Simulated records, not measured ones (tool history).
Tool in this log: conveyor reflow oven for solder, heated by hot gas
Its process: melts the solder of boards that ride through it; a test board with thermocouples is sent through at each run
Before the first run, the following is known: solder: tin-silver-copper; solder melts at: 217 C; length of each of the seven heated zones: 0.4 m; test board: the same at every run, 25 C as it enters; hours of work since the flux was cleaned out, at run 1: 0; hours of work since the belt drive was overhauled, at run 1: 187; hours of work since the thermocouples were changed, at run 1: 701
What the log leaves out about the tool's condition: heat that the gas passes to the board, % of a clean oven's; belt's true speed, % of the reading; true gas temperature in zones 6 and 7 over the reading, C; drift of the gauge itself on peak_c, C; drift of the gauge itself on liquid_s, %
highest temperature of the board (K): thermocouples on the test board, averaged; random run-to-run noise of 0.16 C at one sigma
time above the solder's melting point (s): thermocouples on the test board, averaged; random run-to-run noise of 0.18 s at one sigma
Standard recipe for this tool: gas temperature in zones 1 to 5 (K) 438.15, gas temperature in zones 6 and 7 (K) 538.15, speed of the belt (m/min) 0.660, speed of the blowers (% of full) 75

| run | hour | gas temperature in zones 1 to 5 (K) | gas temperature in zones 6 and 7 (K) | speed of the belt (m/min) | speed of the blowers (% of full) | hours of work since the flux was cleaned out | hours of work since the belt drive was overhauled | hours of work since the thermocouples were changed | highest temperature of the board (K) | time above the solder's melting point (s) |
|---|---|---|---|---|---|---|---|---|---|---|
| 1 | 0.0 | 438.15 | 538.15 | 0.660 | 75 | 0 | 187 | 701 | 522.55 | 49.6 |
| 2 | 19.6 | 438.15 | 538.15 | 0.660 | 75 | 8 | 195 | 710 | 521.95 | 49.8 |
| 3 | 59.2 | 438.15 | 538.15 | 0.660 | 75 | 25 | 212 | 726 | 521.95 | 49.2 |
| 4 | 105.4 | 438.15 | 541.15 | 0.660 | 75 | 44 | 231 | 746 | 524.75 | 51.1 |
| 5 | 137.0 | 438.15 | 529.15 | 0.660 | 75 | 57 | 245 | 759 | 514.35 | 42.9 |
|  | 144.9 | flux residue cleaned out of gas plates and filters |
| 6 | 169.8 | 438.15 | 538.15 | 0.660 | 51 | 10 | 256 | 770 | 515.55 | 42.0 |
|  | 174.3 | thermocouples of zones 6 and 7 changed |
| 7 | 195.2 | 438.15 | 538.15 | 0.660 | 51 | 20 | 266 | 9 | 515.05 | 40.9 |
| 8 | 222.5 | 438.15 | 538.15 | 0.660 | 75 | 32 | 278 | 20 | 520.45 | 47.8 |
| 9 | 265.8 | 438.15 | 538.15 | 0.660 | 75 | 50 | 296 | 38 | 520.45 | 47.9 |
| 10 | 294.5 | 445.15 | 538.15 | 0.771 | 74 | 62 | 308 | 50 | 515.95 | 38.3 |
| 11 | 336.0 | 438.15 | 538.15 | 0.700 | 68 | 79 | 325 | 68 | 516.95 | 41.2 |
|  | 342.9 | flux residue cleaned out of gas plates and filters, once more |
| 12 | 373.3 | 452.15 | 543.15 | 0.619 | 58 | 13 | 339 | 81 | 526.85 | 60.8 |
| 13 | 404.1 | 446.15 | 541.15 | 0.602 | 55 | 26 | 352 | 94 | 524.05 | 58.2 |
| 14 | 449.1 | 438.15 | 547.15 | 0.660 | 75 | 45 | 370 | 113 | 528.95 | 54.0 |
| 15 | 471.8 | 440.15 | 538.15 | 0.587 | 75 | 54 | 380 | 123 | 525.35 | 59.9 |

Each row is a separate what-if for the run after 15, all from the same tool condition, not one after another. Results?
| A | 493.5 | 438.15 | 543.15 | 0.587 | 84 | 63 | 389 | 132 | ? | ? |
| B | 493.5 | 438.15 | 538.15 | 0.590 | 75 | 63 | 389 | 132 | ? | ? |
| C | 493.5 | 438.15 | 544.15 | 0.660 | 75 | 63 | 389 | 132 | ? | ? |
| D | 493.5 | 440.15 | 535.15 | 0.587 | 75 | 63 | 389 | 132 | ? | ? |
| E | 493.5 | 438.15 | 538.15 | 0.660 | 85 | 63 | 389 | 132 | ? | ? |

| run | highest temperature of the board (K) | time above the solder's melting point (s) |
|---|---|---|
| A | 530.75 | 63.5 |
| B | 524.85 | 58.7 |
| C | 526.55 | 52.4 |
| D | 522.55 | 57.8 |
| E | 523.05 | 51.1 |
The same runs, with their run-to-run variation unchanged, on a tool lacking any hidden condition would have given:
| run | highest temperature of the board (K) | time above the solder's melting point (s) |
|---|---|---|
| A | 531.05 | 63.3 |
| B | 525.15 | 58.6 |
| C | 526.85 | 52.3 |
| D | 522.75 | 57.7 |
| E | 523.35 | 51.1 |
